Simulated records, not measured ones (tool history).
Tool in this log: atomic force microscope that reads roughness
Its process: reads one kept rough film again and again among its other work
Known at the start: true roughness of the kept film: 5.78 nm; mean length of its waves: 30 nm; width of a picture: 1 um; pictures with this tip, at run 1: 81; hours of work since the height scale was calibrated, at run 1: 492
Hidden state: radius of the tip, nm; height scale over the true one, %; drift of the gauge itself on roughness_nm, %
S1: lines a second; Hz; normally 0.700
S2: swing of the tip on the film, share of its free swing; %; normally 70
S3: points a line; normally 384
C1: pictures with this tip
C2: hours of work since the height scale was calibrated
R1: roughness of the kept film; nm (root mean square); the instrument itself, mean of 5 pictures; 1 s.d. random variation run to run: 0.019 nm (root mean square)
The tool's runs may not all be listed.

run   hour     S1  S2   S3   C1   C2     R1
  1    0.0  0.700  70  384   81  492  4.371
  2   12.4  1.253  70  384  101  500  4.163
  3   42.3  0.700  70  384  150  519  4.065
  4   63.9  0.700  70  269  185  533  3.952
  5   84.5  0.700  70  384  218  546  3.868
  6  111.2  0.700  70  384  261  563  3.777
  7  127.0  0.700  70  384  286  573  3.722
  8  143.4  0.700  70  384  313  584  3.624
     155.0  -- new tip fitted
  9  165.0  0.700  80  469   16  597  4.492
 10  182.3  0.700  80  469   44  608  4.372
 11  206.9  1.000  60  469   84  624  4.370
 12  231.6  2.528  79  621  123  640  3.507
 13  246.7  2.528  79  621  148  649  3.424
 14  276.2  2.528  79  621  195  668  3.280
 15  301.7  2.528  79  621  237  684  3.192
 16  331.0  2.528  79  621  284  703  3.095

Branching from run 16: 3 alternative next runs. What would each branch give?
  A  349.6  0.955  70  563  314  715   ?
  B  349.6  2.528  64  339  314  715   ?
  C  349.6  2.357  70  384  314  715   ?

run     R1
  A  3.588
  B  3.385
  C  3.296
Without the tool's unlogged condition, the same runs would have read:
run     R1
  A  4.638
  B  4.377
  C  4.262

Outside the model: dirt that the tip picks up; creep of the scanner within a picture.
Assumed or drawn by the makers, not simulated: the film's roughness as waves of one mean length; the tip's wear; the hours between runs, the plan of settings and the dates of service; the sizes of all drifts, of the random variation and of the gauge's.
